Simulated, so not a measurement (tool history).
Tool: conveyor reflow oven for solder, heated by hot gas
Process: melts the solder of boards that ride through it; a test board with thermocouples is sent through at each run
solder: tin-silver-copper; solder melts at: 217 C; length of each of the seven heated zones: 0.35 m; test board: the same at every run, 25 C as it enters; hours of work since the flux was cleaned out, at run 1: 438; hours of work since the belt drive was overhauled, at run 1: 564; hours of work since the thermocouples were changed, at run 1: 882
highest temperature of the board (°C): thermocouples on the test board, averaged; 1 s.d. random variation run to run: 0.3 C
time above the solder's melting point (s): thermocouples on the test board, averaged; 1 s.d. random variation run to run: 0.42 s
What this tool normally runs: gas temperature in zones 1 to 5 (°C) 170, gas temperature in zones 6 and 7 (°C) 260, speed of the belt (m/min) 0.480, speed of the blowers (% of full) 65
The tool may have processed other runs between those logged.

run	hour	gas temperature in zones 1 to 5 (°C)	gas temperature in zones 6 and 7 (°C)	speed of the belt (m/min)	speed of the blowers (% of full)	hours of work since the flux was cleaned out	hours of work since the belt drive was overhauled	hours of work since the thermocouples were changed	highest temperature of the board (°C)	time above the solder's melting point (s)
1	0.0	170	260	0.480	65	438	564	882	243.1	55.8
2	19.6	170	262	0.480	65	450	576	894	244.7	56.9
3	30.0	170	262	0.480	65	457	582	901	244.9	57.5
4	45.7	158	260	0.480	65	466	592	910	240.4	47.9
# hour 60.8: flux residue cleaned out of gas plates and filters
5	60.8	158	260	0.480	58	0	598	916	244.1	53.1
6	78.1	158	260	0.480	58	11	608	927	243.7	53.6
7	98.8	158	260	0.480	58	23	621	940	244.2	53.4
8	120.6	170	260	0.391	65	37	634	953	251.6	83.4
9	142.1	170	260	0.391	65	50	647	966	251.4	82.6
10	152.4	170	260	0.391	65	56	654	972	251.0	82.5
11	171.1	170	260	0.391	65	67	665	984	251.8	82.3
# hour 176.0: thermocouples of zones 6 and 7 changed
12	187.1	170	274	0.391	65	76	674	7	265.4	92.6
13	210.6	171	254	0.446	65	90	688	21	243.7	64.4
14	222.5	171	254	0.446	65	97	695	28	243.5	64.8
15	239.5	157	265	0.480	65	108	706	39	249.9	59.3
16	262.9	157	265	0.480	65	122	720	53	249.8	58.7
17	274.2	157	265	0.480	65	129	727	60	249.3	59.5
18	298.5	176	265	0.480	90	144	742	75	254.9	71.1
19	314.0	170	251	0.553	65	153	751	84	234.5	38.0
20	337.0	170	251	0.553	65	167	765	98	235.0	38.7
21	349.3	170	251	0.553	65	175	772	106	234.3	37.3
22	372.1	170	269	0.533	76	189	786	120	252.8	58.2

Per-run results on a tool with no hidden state, each run keeping its own random variation:
The hidden state here: heat that the gas passes to the board, % of a clean oven's; belt's true speed, % of the reading; true gas temperature in zones 6 and 7 over the reading, C; drift of the gauge itself on peak_c, C; drift of the gauge itself on liquid_s, %.
run	highest temperature of the board (°C)	time above the solder's melting point (s)
1	247.3	61.0
2	249.1	62.0
3	249.3	62.7
4	245.3	54.5
5	244.6	52.9
6	244.3	53.5
7	244.8	53.4
8	252.4	83.2
9	252.3	82.5
10	251.9	82.4
11	252.8	82.4
12	265.3	91.5
13	243.7	63.9
14	243.6	64.4
15	250.3	59.2
16	250.4	58.7
17	249.9	59.6
18	255.5	70.9
19	235.3	39.1
20	236.0	40.0
21	235.4	38.7
22	254.1	58.8
